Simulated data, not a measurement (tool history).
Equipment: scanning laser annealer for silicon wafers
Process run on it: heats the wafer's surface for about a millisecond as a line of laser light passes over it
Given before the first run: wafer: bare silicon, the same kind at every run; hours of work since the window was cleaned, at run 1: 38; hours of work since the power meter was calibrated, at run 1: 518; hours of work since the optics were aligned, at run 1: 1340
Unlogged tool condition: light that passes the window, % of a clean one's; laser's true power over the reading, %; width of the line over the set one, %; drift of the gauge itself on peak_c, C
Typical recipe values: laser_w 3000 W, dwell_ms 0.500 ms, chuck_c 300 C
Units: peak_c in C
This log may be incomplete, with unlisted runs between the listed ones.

run,hour,laser_w,dwell_ms,chuck_c,hours of work since the window was cleaned,hours of work since the power meter was calibrated,hours of work since the optics were aligned,peak_c
1,0.0,3000,0.500,300,38,518,1340,1067
2,57.9,3000,0.500,300,63,542,1365,1069
3,116.7,3000,0.500,300,88,567,1390,1071
4,174.1,3000,0.500,300,112,592,1414,1067
5,211.5,3000,0.500,300,128,607,1430,1070
6,243.3,3000,0.500,300,141,621,1443,1066
7,306.5,3000,0.500,300,168,648,1470,1068
8,365.0,3000,0.456,300,193,672,1495,1037
9,391.9,3000,0.500,314,204,684,1506,1080
10,429.9,3000,0.500,314,220,700,1522,1083
11,484.2,3000,0.500,300,243,723,1545,1066
12,518.0,3000,0.500,300,258,737,1560,1068
13,576.7,3000,0.500,300,282,762,1584,1067
14,623.8,3000,0.500,300,302,782,1604,1066
15,680.8,3000,0.500,276,326,806,1629,1044
16,734.1,3000,0.500,276,349,829,1651,1044
17,788.8,3239,0.446,280,372,852,1674,1066

What does the tool deliver on the next run?
18,846.3,2771,0.512,331,396,876,1699,?

peak_c: 1045 C
The same run, on a tool lacking any hidden state, would have yielded peak_c 1046 C.

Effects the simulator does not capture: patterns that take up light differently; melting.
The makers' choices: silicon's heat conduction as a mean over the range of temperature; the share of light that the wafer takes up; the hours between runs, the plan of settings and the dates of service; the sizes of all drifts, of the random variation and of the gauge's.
